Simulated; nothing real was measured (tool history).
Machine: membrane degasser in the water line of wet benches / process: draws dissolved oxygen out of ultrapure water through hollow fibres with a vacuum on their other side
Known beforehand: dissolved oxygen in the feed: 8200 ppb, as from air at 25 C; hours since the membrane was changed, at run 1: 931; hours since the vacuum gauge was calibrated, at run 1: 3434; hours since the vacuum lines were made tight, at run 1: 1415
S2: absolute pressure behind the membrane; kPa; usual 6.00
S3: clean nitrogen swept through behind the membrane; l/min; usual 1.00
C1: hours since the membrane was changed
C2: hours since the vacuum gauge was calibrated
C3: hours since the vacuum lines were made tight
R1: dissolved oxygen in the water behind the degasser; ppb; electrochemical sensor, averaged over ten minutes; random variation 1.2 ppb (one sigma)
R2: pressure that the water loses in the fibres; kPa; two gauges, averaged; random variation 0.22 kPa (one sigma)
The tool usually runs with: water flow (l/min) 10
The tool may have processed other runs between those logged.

{"run": 1, "hour": 0.0, "water flow (l/min)": 10, "S2": 6.0, "S3": 1.0, "C1": 931, "C2": 3434, "C3": 1415, "R1": 121.2, "R2": 52.62}
{"run": 2, "hour": 55.4, "water flow (l/min)": 10, "S2": 6.0, "S3": 1.0, "C1": 986, "C2": 3490, "C3": 1470, "R1": 120.1, "R2": 53.11}
{"run": 3, "hour": 91.7, "water flow (l/min)": 10, "S2": 6.0, "S3": 1.0, "C1": 1023, "C2": 3526, "C3": 1507, "R1": 121.0, "R2": 53.27}
{"run": 4, "hour": 154.4, "water flow (l/min)": 10, "S2": 6.0, "S3": 1.0, "C1": 1085, "C2": 3589, "C3": 1569, "R1": 121.3, "R2": 52.94}
{"run": 5, "hour": 209.3, "water flow (l/min)": 10, "S2": 6.0, "S3": 1.93, "C1": 1140, "C2": 3644, "C3": 1624, "R1": 90.6, "R2": 52.59}
{"run": 6, "hour": 262.0, "water flow (l/min)": 10, "S2": 6.0, "S3": 1.93, "C1": 1193, "C2": 3697, "C3": 1677, "R1": 90.1, "R2": 53.78}
{"run": 7, "hour": 327.8, "water flow (l/min)": 10, "S2": 6.0, "S3": 1.93, "C1": 1259, "C2": 3762, "C3": 1743, "R1": 90.8, "R2": 53.01}
{"run": 8, "hour": 370.7, "water flow (l/min)": 12, "S2": 11.73, "S3": 0.99, "C1": 1302, "C2": 3805, "C3": 1786, "R1": 308.9, "R2": 63.93}
{"run": 9, "hour": 420.5, "water flow (l/min)": 10, "S2": 11.73, "S3": 1.4, "C1": 1352, "C2": 3855, "C3": 1835, "R1": 195.8, "R2": 53.06}
{"run": 10, "hour": 459.7, "water flow (l/min)": 7, "S2": 12.45, "S3": 1.4, "C1": 1391, "C2": 3894, "C3": 1875, "R1": 137.0, "R2": 36.99}
{"run": 11, "hour": 492.4, "water flow (l/min)": 7, "S2": 5.55, "S3": 0.41, "C1": 1423, "C2": 3927, "C3": 1907, "R1": 115.4, "R2": 37.07}
{"run": 12, "hour": 522.6, "water flow (l/min)": 7, "S2": 5.55, "S3": 0.41, "C1": 1454, "C2": 3957, "C3": 1937, "R1": 114.8, "R2": 37.23}
{"run": 13, "hour": 571.9, "water flow (l/min)": 15, "S2": 4.95, "S3": 0.54, "C1": 1503, "C2": 4006, "C3": 1987, "R1": 218.7, "R2": 79.44}
{"run": 14, "hour": 604.4, "water flow (l/min)": 15, "S2": 4.95, "S3": 0.54, "C1": 1535, "C2": 4039, "C3": 2019, "R1": 219.6, "R2": 80.03}

Had the tool no unlogged condition, and each run kept its random variation, what would the results have been?
What the log doesn't record here: membrane still open, %; true pressure behind the membrane over the reading, kPa; air that leaks in behind the membrane, l/min; drift of the gauge itself on oxygen_ppb, %; drift of the gauge itself on loss_of_pressure_kpa, %.
run=1 R2=52.62
run=2 R2=53.07
run=3 R2=53.21
run=4 R2=52.84
run=5 R2=52.46
run=6 R2=53.62
run=7 R2=52.81
run=8 R2=63.65
run=9 R2=52.80
run=10 R2=36.79
run=11 R2=36.86
run=12 R2=37.00
run=13 R2=78.91
run=14 R2=79.47
R1: at most 0.3 ppb away from the measurement, every run.

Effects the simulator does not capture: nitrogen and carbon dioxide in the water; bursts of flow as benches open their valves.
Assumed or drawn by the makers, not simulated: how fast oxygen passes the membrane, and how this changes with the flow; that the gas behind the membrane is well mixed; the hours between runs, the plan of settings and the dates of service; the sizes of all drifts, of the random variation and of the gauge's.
